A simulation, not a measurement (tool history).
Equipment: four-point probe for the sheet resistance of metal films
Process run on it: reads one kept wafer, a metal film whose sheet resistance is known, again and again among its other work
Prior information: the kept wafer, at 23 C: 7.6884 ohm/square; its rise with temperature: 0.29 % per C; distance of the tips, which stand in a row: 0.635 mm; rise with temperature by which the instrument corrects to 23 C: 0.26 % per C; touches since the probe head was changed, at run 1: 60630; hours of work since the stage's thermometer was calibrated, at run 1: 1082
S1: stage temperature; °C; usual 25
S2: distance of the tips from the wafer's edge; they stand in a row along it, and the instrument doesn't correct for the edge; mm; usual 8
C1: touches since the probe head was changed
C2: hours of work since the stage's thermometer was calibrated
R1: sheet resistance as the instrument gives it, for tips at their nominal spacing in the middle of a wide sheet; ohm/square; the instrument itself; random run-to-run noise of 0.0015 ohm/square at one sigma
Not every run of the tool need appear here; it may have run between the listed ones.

run 1 hour=0.0 | S1=25 S2=8 | C1=60630 C2=1082 | R1=7.669411
run 2 hour=24.6 | S1=25 S2=8 | C1=62090 C2=1101 | R1=7.663941
run 3 hour=48.8 | S1=25 S2=8 | C1=63533 C2=1119 | R1=7.663145
run 4 hour=68.4 | S1=25 S2=47 | C1=64699 C2=1134 | R1=7.639697
run 5 hour=103.0 | S1=34 S2=8 | C1=66752 C2=1160 | R1=7.682793
run 6 hour=128.8 | S1=25 S2=8 | C1=68287 C2=1179 | R1=7.660276
run 7 hour=146.8 | S1=25 S2=8 | C1=69356 C2=1193 | R1=7.660951
-- hour=162.4 stage's thermometer calibrated
run 8 hour=176.5 | S1=25 S2=6 | C1=71093 C2=11 | R1=7.690928
run 9 hour=193.2 | S1=27 S2=8 | C1=72090 C2=23 | R1=7.673171
run 10 hour=212.6 | S1=21 S2=8 | C1=73244 C2=38 | R1=7.659553
run 11 hour=245.6 | S1=21 S2=8 | C1=75206 C2=63 | R1=7.656881
run 12 hour=262.5 | S1=21 S2=8 | C1=76211 C2=76 | R1=7.654413
run 13 hour=289.4 | S1=31 S2=8 | C1=77810 C2=96 | R1=7.675786
run 14 hour=321.9 | S1=31 S2=8 | C1=79743 C2=120 | R1=7.670806
run 15 hour=352.7 | S1=25 S2=6 | C1=81573 C2=143 | R1=7.681704
run 16 hour=370.5 | S1=25 S2=6 | C1=82629 C2=157 | R1=7.679545
run 17 hour=399.4 | S1=24 S2=8 | C1=84347 C2=179 | R1=7.658846
run 18 hour=425.5 | S1=24 S2=8 | C1=85903 C2=198 | R1=7.654419
run 19 hour=454.9 | S1=24 S2=8 | C1=87650 C2=221 | R1=7.656053
run 20 hour=470.2 | S1=32 S2=44 | C1=88557 C2=232 | R1=7.648335
run 21 hour=495.4 | S1=32 S2=44 | C1=90056 C2=251 | R1=7.645162
run 22 hour=519.5 | S1=19 S2=15 | C1=91488 C2=269 | R1=7.625140
run 23 hour=539.7 | S1=19 S2=15 | C1=92689 C2=284 | R1=7.623885
run 24 hour=558.6 | S1=19 S2=15 | C1=93815 C2=299 | R1=7.624661

Table of differences, measured result less the result of that run with no hidden state. Run-to-run variation is the same in both. Gauge scatter possibly is not:
Unlogged tool condition in this case: inner tips' distance over the nominal, %; tips' flats over new ones', %; wafer's true temperature over the reading, C; drift of the gauge itself on sheet_ohm, %.
run=1 R1=-0.052641
run=2 R1=-0.053356
run=3 R1=-0.054044
run=4 R1=-0.054507
run=5 R1=-0.055652
run=6 R1=-0.056527
run=7 R1=-0.057035
run=8 R1=-0.052599
run=9 R1=-0.053015
run=10 R1=-0.053585
run=11 R1=-0.054606
run=12 R1=-0.055064
run=13 R1=-0.055875
run=14 R1=-0.056758
run=15 R1=-0.057766
run=16 R1=-0.058278
run=17 R1=-0.058994
run=18 R1=-0.059707
run=19 R1=-0.060572
run=20 R1=-0.060849
run=21 R1=-0.061553
run=22 R1=-0.062277
run=23 R1=-0.062933
run=24 R1=-0.063517
